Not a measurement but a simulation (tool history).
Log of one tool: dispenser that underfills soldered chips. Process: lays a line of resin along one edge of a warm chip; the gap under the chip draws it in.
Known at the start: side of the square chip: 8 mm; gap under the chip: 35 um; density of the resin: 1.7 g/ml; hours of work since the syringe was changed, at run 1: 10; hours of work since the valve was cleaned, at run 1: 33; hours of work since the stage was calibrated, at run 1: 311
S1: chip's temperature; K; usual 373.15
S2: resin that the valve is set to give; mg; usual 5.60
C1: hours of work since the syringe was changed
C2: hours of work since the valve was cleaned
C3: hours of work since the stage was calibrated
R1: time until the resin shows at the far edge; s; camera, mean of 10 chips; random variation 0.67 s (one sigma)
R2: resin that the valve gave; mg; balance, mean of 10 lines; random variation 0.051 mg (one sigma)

run 1 day=0.000 | S1=373.15 S2=5.60 | C1=10 C2=33 C3=311 | R1=74.4 R2=5.46
-- day=0.162 new syringe of resin
run 2 day=0.462 | S1=373.15 S2=6.55 | C1=5 C2=41 C3=318 | R1=65.7 R2=6.31
-- day=0.942 new syringe of resin
run 3 day=0.954 | S1=373.15 S2=5.60 | C1=0 C2=48 C3=326 | R1=57.3 R2=5.43
run 4 day=1.183 | S1=363.15 S2=5.60 | C1=4 C2=52 C3=329 | R1=87.9 R2=5.33
run 5 day=1.621 | S1=363.15 S2=5.21 | C1=11 C2=59 C3=336 | R1=108.2 R2=4.96
-- day=1.721 new syringe of resin
run 6 day=2.125 | S1=363.15 S2=5.21 | C1=7 C2=67 C3=344 | R1=98.7 R2=4.85
-- day=2.500 new syringe of resin
run 7 day=2.679 | S1=363.15 S2=5.21 | C1=3 C2=76 C3=353 | R1=83.2 R2=4.98
-- day=2.921 dispensing valve cleaned and set on the balance
run 8 day=3.146 | S1=363.15 S2=5.21 | C1=10 C2=4 C3=360 | R1=102.9 R2=5.20
-- day=3.312 new syringe of resin
run 9 day=3.604 | S1=373.15 S2=5.60 | C1=5 C2=11 C3=367 | R1=64.0 R2=5.58
-- day=4.062 new syringe of resin
run 10 day=4.062 | S1=373.15 S2=5.60 | C1=0 C2=18 C3=374 | R1=55.6 R2=5.57
run 11 day=4.438 | S1=382.15 S2=5.60 | C1=6 C2=24 C3=380 | R1=51.0 R2=5.47
run 12 day=4.704 | S1=382.15 S2=5.60 | C1=10 C2=28 C3=385 | R1=60.2 R2=5.39
-- day=4.842 new syringe of resin
run 13 day=4.979 | S1=373.15 S2=6.41 | C1=2 C2=33 C3=389 | R1=56.7 R2=6.18
run 14 day=5.246 | S1=373.15 S2=6.41 | C1=7 C2=37 C3=393 | R1=65.1 R2=6.29
-- day=5.617 new syringe of resin
run 15 day=5.654 | S1=363.15 S2=5.60 | C1=1 C2=43 C3=400 | R1=78.1 R2=5.39
run 16 day=6.204 | S1=363.15 S2=5.87 | C1=9 C2=52 C3=408 | R1=100.5 R2=5.65
-- day=6.379 new syringe of resin
run 17 day=6.438 | S1=363.15 S2=5.87 | C1=1 C2=56 C3=412 | R1=78.1 R2=5.52
run 18 day=6.971 | S1=380.15 S2=6.54 | C1=10 C2=64 C3=421 | R1=57.0 R2=6.21
-- day=7.158 new syringe of resin
run 19 day=7.529 | S1=380.15 S2=6.54 | C1=6 C2=73 C3=429 | R1=49.8 R2=6.09
run 20 day=7.796 | S1=380.15 S2=6.54 | C1=10 C2=78 C3=434 | R1=57.0 R2=6.05
-- day=7.925 dispensing valve cleaned and set on the balance
-- day=7.975 new syringe of resin
run 21 day=8.221 | S1=380.15 S2=6.54 | C1=4 C2=5 C3=440 | R1=47.6 R2=6.51
run 22 day=8.638 | S1=387.15 S2=4.86 | C1=11 C2=11 C3=447 | R1=50.5 R2=4.82
-- day=8.725 new syringe of resin
run 23 day=9.033 | S1=364.15 S2=5.66 | C1=5 C2=18 C3=453 | R1=85.7 R2=5.56
run 24 day=9.342 | S1=368.15 S2=5.60 | C1=10 C2=22 C3=458 | R1=85.6 R2=5.58
-- day=9.500 new syringe of resin
run 25 day=9.612 | S1=375.15 S2=6.71 | C1=2 C2=27 C3=462 | R1=51.8 R2=6.58
run 26 day=9.833 | S1=369.15 S2=5.60 | C1=5 C2=30 C3=465 | R1=74.2 R2=5.44
run 27 day=10.112 | S1=369.15 S2=5.48 | C1=10 C2=35 C3=470 | R1=82.6 R2=5.37
-- day=10.250 new syringe of resin
run 28 day=10.462 | S1=372.15 S2=5.28 | C1=3 C2=40 C3=475 | R1=63.4 R2=5.08
run 29 day=10.958 | S1=363.15 S2=6.43 | C1=11 C2=48 C3=483 | R1=102.9 R2=6.22
-- day=10.996 new syringe of resin
run 30 day=11.496 | S1=363.15 S2=6.43 | C1=8 C2=57 C3=492 | R1=93.7 R2=6.06
-- day=11.750 new syringe of resin
run 31 day=11.938 | S1=387.15 S2=7.18 | C1=3 C2=64 C3=499 | R1=37.4 R2=6.83

Forecast run 32:
run 32 day=12.375 | S1=372.15 S2=5.41 | C1=10 C2=71 C3=506 | R1=? R2=?

{"run 32": {"R1": 77.3, "R2": 5.05}}
Without the tool's hidden state the same run would have given R1 63.2 s, R2 5.39 mg.
